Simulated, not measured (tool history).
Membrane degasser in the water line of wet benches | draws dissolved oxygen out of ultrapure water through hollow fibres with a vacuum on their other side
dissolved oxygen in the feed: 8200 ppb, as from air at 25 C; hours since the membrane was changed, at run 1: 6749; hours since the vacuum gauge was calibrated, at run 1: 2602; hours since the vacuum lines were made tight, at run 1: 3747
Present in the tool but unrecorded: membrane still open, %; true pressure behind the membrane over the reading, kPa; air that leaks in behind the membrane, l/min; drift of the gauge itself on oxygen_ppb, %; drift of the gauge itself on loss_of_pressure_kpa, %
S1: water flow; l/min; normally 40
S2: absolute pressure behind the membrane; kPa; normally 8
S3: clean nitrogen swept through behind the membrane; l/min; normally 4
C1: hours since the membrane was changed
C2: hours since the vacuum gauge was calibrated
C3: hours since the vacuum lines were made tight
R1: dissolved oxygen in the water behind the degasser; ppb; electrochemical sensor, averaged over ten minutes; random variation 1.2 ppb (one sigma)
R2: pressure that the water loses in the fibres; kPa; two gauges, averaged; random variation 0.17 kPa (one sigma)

{"run": 1, "day": 0.0, "S1": 40, "S2": 8, "S3": 4, "C1": 6749, "C2": 2602, "C3": 3747, "R1": 122.6, "R2": 28.4}
{"run": 2, "day": 4.696, "S1": 40, "S2": 8, "S3": 4, "C1": 6862, "C2": 2715, "C3": 3860, "R1": 123.4, "R2": 28.46}
{"run": 3, "day": 12.717, "S1": 40, "S2": 6.77, "S3": 4, "C1": 7055, "C2": 2907, "C3": 4052, "R1": 96.1, "R2": 28.52}
{"run": 4, "day": 22.162, "S1": 40, "S2": 6.77, "S3": 4, "C1": 7281, "C2": 3134, "C3": 4279, "R1": 96.9, "R2": 28.57}
{"run": 5, "day": 30.292, "S1": 40, "S2": 6.77, "S3": 4, "C1": 7476, "C2": 3329, "C3": 4474, "R1": 97.6, "R2": 28.53}
{"run": 6, "day": 37.829, "S1": 40, "S2": 6.77, "S3": 4, "C1": 7657, "C2": 3510, "C3": 4655, "R1": 97.9, "R2": 28.63}
{"run": 7, "day": 42.046, "S1": 40, "S2": 6.77, "S3": 4, "C1": 7758, "C2": 3611, "C3": 4756, "R1": 97, "R2": 28.89}
{"run": 8, "day": 51.283, "S1": 40, "S2": 10.12, "S3": 4, "C1": 7980, "C2": 3833, "C3": 4978, "R1": 174.1, "R2": 28.46}
{"run": 9, "day": 55.475, "S1": 40, "S2": 10.12, "S3": 4, "C1": 8081, "C2": 3934, "C3": 5078, "R1": 177.9, "R2": 28.76}
{"run": 10, "day": 59.717, "S1": 40, "S2": 10.12, "S3": 4, "C1": 8182, "C2": 4035, "C3": 5180, "R1": 178, "R2": 28.5}
{"run": 11, "day": 68.008, "S1": 40, "S2": 10.12, "S3": 4, "C1": 8381, "C2": 4234, "C3": 5379, "R1": 177.2, "R2": 28.78}
{"run": 12, "day": 77.312, "S1": 40, "S2": 10.12, "S3": 5.56, "C1": 8605, "C2": 4458, "C3": 5603, "R1": 129.2, "R2": 28.82}
{"run": 13, "day": 85.962, "S1": 40, "S2": 10.12, "S3": 5.56, "C1": 8812, "C2": 4665, "C3": 5810, "R1": 133.1, "R2": 28.85}
{"run": 14, "day": 94.429, "S1": 40, "S2": 10.12, "S3": 5.56, "C1": 9016, "C2": 4868, "C3": 6013, "R1": 133.2, "R2": 29.01}
{"run": 15, "day": 103.938, "S1": 40, "S2": 9, "S3": 5.56, "C1": 9244, "C2": 5097, "C3": 6242, "R1": 113.2, "R2": 28.78}
{"run": 16, "day": 113.442, "S1": 40, "S2": 9, "S3": 5.56, "C1": 9472, "C2": 5325, "C3": 6470, "R1": 114.2, "R2": 28.55}
{"run": 17, "day": 117.767, "S1": 40, "S2": 8, "S3": 4, "C1": 9576, "C2": 5429, "C3": 6574, "R1": 129.9, "R2": 28.76}
{"run": 18, "day": 124.712, "S1": 40, "S2": 8, "S3": 4, "C1": 9742, "C2": 5595, "C3": 6740, "R1": 128.1, "R2": 28.74}
{"run": 19, "day": 133.888, "S1": 40, "S2": 8, "S3": 4, "C1": 9963, "C2": 5815, "C3": 6960, "R1": 128.5, "R2": 28.66}
{"run": 20, "day": 141.638, "S1": 42, "S2": 18.6, "S3": 3.81, "C1": 10149, "C2": 6001, "C3": 7146, "R1": 406.4, "R2": 30.44}
{"run": 21, "day": 148.554, "S1": 55, "S2": 8.29, "S3": 1.61, "C1": 10315, "C2": 6167, "C3": 7312, "R1": 394, "R2": 39.75}
{"run": 22, "day": 155.942, "S1": 63, "S2": 19.66, "S3": 8.56, "C1": 10492, "C2": 6345, "C3": 7490, "R1": 341.8, "R2": 45.46}
{"run": 23, "day": 161.471, "S1": 63, "S2": 19.66, "S3": 8.56, "C1": 10625, "C2": 6477, "C3": 7622, "R1": 339.8, "R2": 45.99}
{"run": 24, "day": 168.646, "S1": 43, "S2": 16.95, "S3": 7.24, "C1": 10797, "C2": 6650, "C3": 7795, "R1": 215.2, "R2": 31.36}
{"run": 25, "day": 172.504, "S1": 40, "S2": 7.6, "S3": 3.14, "C1": 10889, "C2": 6742, "C3": 7887, "R1": 147, "R2": 29.22}
{"run": 26, "day": 178.688, "S1": 40, "S2": 7.6, "S3": 3.14, "C1": 11038, "C2": 6891, "C3": 8036, "R1": 147.8, "R2": 29.15}

Estimate the outcome of run 27 from the log above:
{"run": 27, "day": 185.283, "S1": 24, "S2": 8, "S3": 3.72, "C1": 11196, "C2": 7049, "C3": 8194, "R1": "?", "R2": "?"}

R1: 79.3 ppb
R2: 17.65 kPa
If the tool had no hidden condition, the same run with the same run-to-run variation would have returned R1 73.6 ppb, R2 16.7 kPa.
